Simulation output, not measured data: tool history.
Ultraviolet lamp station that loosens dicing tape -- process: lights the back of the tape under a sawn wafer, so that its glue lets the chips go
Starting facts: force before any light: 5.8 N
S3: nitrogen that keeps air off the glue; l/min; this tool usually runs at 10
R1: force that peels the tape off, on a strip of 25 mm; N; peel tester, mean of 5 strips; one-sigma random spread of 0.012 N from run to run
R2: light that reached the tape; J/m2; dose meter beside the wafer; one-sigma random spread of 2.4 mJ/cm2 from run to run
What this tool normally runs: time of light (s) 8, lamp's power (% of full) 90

run 1 hour=0.0 | time_of_light_(s)=8 lamp's_power_(%_of_full)=90 S3=10 | R1=0.679 R2=2290
run 2 hour=8.3 | time_of_light_(s)=8 lamp's_power_(%_of_full)=90 S3=10 | R1=0.692 R2=2330
run 3 hour=13.4 | time_of_light_(s)=8 lamp's_power_(%_of_full)=90 S3=10 | R1=0.687 R2=2320
run 4 hour=18.5 | time_of_light_(s)=8 lamp's_power_(%_of_full)=87 S3=10 | R1=0.730 R2=2240
run 5 hour=22.9 | time_of_light_(s)=8 lamp's_power_(%_of_full)=87 S3=10 | R1=0.733 R2=2250
run 6 hour=27.6 | time_of_light_(s)=8 lamp's_power_(%_of_full)=87 S3=10 | R1=0.727 R2=2250
run 7 hour=34.3 | time_of_light_(s)=8 lamp's_power_(%_of_full)=87 S3=10 | R1=0.715 R2=2230
run 8 hour=40.1 | time_of_light_(s)=8 lamp's_power_(%_of_full)=87 S3=10 | R1=0.721 R2=2240
run 9 hour=47.9 | time_of_light_(s)=10 lamp's_power_(%_of_full)=90 S3=10 | R1=0.439 R2=2890
run 10 hour=54.2 | time_of_light_(s)=7 lamp's_power_(%_of_full)=90 S3=10 | R1=0.889 R2=2040
run 11 hour=60.4 | time_of_light_(s)=8 lamp's_power_(%_of_full)=90 S3=8 | R1=0.775 R2=2300
run 12 hour=69.6 | time_of_light_(s)=8 lamp's_power_(%_of_full)=90 S3=8 | R1=0.804 R2=2300
run 13 hour=73.9 | time_of_light_(s)=8 lamp's_power_(%_of_full)=90 S3=8 | R1=0.787 R2=2280
run 14 hour=80.7 | time_of_light_(s)=8 lamp's_power_(%_of_full)=90 S3=8 | R1=0.774 R2=2320
run 15 hour=87.5 | time_of_light_(s)=14 lamp's_power_(%_of_full)=90 S3=10 | R1=0.230 R2=4030
run 16 hour=96.6 | time_of_light_(s)=14 lamp's_power_(%_of_full)=90 S3=10 | R1=0.224 R2=4000
run 17 hour=107.0 | time_of_light_(s)=8 lamp's_power_(%_of_full)=90 S3=3 | R1=1.385 R2=2300
run 18 hour=117.3 | time_of_light_(s)=8 lamp's_power_(%_of_full)=90 S3=8 | R1=0.797 R2=2270
run 19 hour=125.8 | time_of_light_(s)=9 lamp's_power_(%_of_full)=90 S3=14 | R1=0.476 R2=2530
run 20 hour=135.2 | time_of_light_(s)=6 lamp's_power_(%_of_full)=90 S3=14 | R1=1.013 R2=1700
run 21 hour=145.0 | time_of_light_(s)=6 lamp's_power_(%_of_full)=90 S3=14 | R1=0.974 R2=1690
run 22 hour=150.2 | time_of_light_(s)=8 lamp's_power_(%_of_full)=92 S3=10 | R1=0.688 R2=2330
run 23 hour=159.4 | time_of_light_(s)=8 lamp's_power_(%_of_full)=92 S3=3 | R1=1.330 R2=2310
run 24 hour=167.1 | time_of_light_(s)=8 lamp's_power_(%_of_full)=92 S3=3 | R1=1.314 R2=2310
run 25 hour=177.5 | time_of_light_(s)=8 lamp's_power_(%_of_full)=92 S3=3 | R1=1.330 R2=2310
run 26 hour=186.1 | time_of_light_(s)=8 lamp's_power_(%_of_full)=92 S3=3 | R1=1.338 R2=2310
-- hour=193.2 window cleaned of glue's vapour
run 27 hour=193.2 | time_of_light_(s)=5 lamp's_power_(%_of_full)=92 S3=3 | R1=2.130 R2=1540

Here are 5 independent what-if runs from the current tool condition. What would each one return?
run A hour=201.9 | time_of_light_(s)=15 lamp's_power_(%_of_full)=92 S3=3 | R1=? R2=?
run B hour=201.9 | time_of_light_(s)=8 lamp's_power_(%_of_full)=90 S3=18 | R1=? R2=?
run C hour=201.9 | time_of_light_(s)=12 lamp's_power_(%_of_full)=74 S3=14 | R1=? R2=?
run D hour=201.9 | time_of_light_(s)=10 lamp's_power_(%_of_full)=90 S3=7 | R1=? R2=?
run E hour=201.9 | time_of_light_(s)=10 lamp's_power_(%_of_full)=90 S3=19 | R1=? R2=?

run=A R1=0.378 R2=4670
run=B R1=0.467 R2=2430
run=C R1=0.336 R2=2950
run=D R1=0.509 R2=3030
run=E R1=0.300 R2=3030
The same runs, with their run-to-run variation unchanged, on a tool lacking any hidden condition would have given:
run=A R1=0.327 R2=5010
run=B R1=0.404 R2=2610
run=C R1=0.291 R2=3170
run=D R1=0.440 R2=3250
run=E R1=0.262 R2=3250
